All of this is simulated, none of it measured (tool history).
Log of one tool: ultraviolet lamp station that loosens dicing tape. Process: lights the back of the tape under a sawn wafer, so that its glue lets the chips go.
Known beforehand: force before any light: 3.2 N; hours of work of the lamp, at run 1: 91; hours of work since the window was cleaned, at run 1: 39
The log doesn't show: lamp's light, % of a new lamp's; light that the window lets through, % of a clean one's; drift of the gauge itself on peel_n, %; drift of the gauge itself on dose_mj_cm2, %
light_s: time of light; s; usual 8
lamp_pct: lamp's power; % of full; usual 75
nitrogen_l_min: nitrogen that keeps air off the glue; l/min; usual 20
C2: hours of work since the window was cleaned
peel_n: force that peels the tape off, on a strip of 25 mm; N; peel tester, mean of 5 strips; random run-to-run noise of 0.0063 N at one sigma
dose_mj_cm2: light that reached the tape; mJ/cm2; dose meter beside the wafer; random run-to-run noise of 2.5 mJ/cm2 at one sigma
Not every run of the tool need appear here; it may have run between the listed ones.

run 1 hour=0 | light_s=8 lamp_pct=75 nitrogen_l_min=20 | hours_of_work_of_the_lamp=91 C2=39 | peel_n=0.199 dose_mj_cm2=302
run 2 hour=11.9 | light_s=8 lamp_pct=86 nitrogen_l_min=20 | hours_of_work_of_the_lamp=97 C2=45 | peel_n=0.155 dose_mj_cm2=349
run 3 hour=26.7 | light_s=8 lamp_pct=86 nitrogen_l_min=20 | hours_of_work_of_the_lamp=104 C2=52 | peel_n=0.155 dose_mj_cm2=344
run 4 hour=33.9 | light_s=8 lamp_pct=86 nitrogen_l_min=20 | hours_of_work_of_the_lamp=108 C2=56 | peel_n=0.155 dose_mj_cm2=347
run 5 hour=41.3 | light_s=8 lamp_pct=86 nitrogen_l_min=20 | hours_of_work_of_the_lamp=111 C2=59 | peel_n=0.161 dose_mj_cm2=347
run 6 hour=55.4 | light_s=8 lamp_pct=75 nitrogen_l_min=20 | hours_of_work_of_the_lamp=118 C2=66 | peel_n=0.176 dose_mj_cm2=303
run 7 hour=66.3 | light_s=8 lamp_pct=75 nitrogen_l_min=20 | hours_of_work_of_the_lamp=124 C2=72 | peel_n=0.189 dose_mj_cm2=303
run 8 hour=73.7 | light_s=11 lamp_pct=75 nitrogen_l_min=20 | hours_of_work_of_the_lamp=127 C2=75 | peel_n=0.124 dose_mj_cm2=417
run 9 hour=87 | light_s=11 lamp_pct=75 nitrogen_l_min=16 | hours_of_work_of_the_lamp=134 C2=82 | peel_n=0.149 dose_mj_cm2=417
run 10 hour=93.8 | light_s=8 lamp_pct=74 nitrogen_l_min=16 | hours_of_work_of_the_lamp=137 C2=85 | peel_n=0.217 dose_mj_cm2=303
run 11 hour=102.3 | light_s=8 lamp_pct=74 nitrogen_l_min=16 | hours_of_work_of_the_lamp=141 C2=90 | peel_n=0.229 dose_mj_cm2=292

Each row is a separate what-if for the run after 11, all from the same tool condition, not one after another. Results?
run A hour=117.5 | light_s=6 lamp_pct=94 nitrogen_l_min=16 | hours_of_work_of_the_lamp=149 C2=97 | peel_n=? dose_mj_cm2=?
run B hour=117.5 | light_s=7 lamp_pct=64 nitrogen_l_min=10 | hours_of_work_of_the_lamp=149 C2=97 | peel_n=? dose_mj_cm2=?
run C hour=117.5 | light_s=13 lamp_pct=75 nitrogen_l_min=14 | hours_of_work_of_the_lamp=149 C2=97 | peel_n=? dose_mj_cm2=?
run D hour=117.5 | light_s=9 lamp_pct=74 nitrogen_l_min=16 | hours_of_work_of_the_lamp=149 C2=97 | peel_n=? dose_mj_cm2=?
run E hour=117.5 | light_s=8 lamp_pct=65 nitrogen_l_min=16 | hours_of_work_of_the_lamp=149 C2=97 | peel_n=? dose_mj_cm2=?

run=A peel_n=0.247 dose_mj_cm2=285
run=B peel_n=0.528 dose_mj_cm2=230
run=C peel_n=0.125 dose_mj_cm2=489
run=D peel_n=0.175 dose_mj_cm2=338
run=E peel_n=0.281 dose_mj_cm2=266
Without the tool's unlogged condition, the same runs would have read:
run=A peel_n=0.247 dose_mj_cm2=285
run=B peel_n=0.527 dose_mj_cm2=230
run=C peel_n=0.125 dose_mj_cm2=490
run=D peel_n=0.175 dose_mj_cm2=338
run=E peel_n=0.28 dose_mj_cm2=266
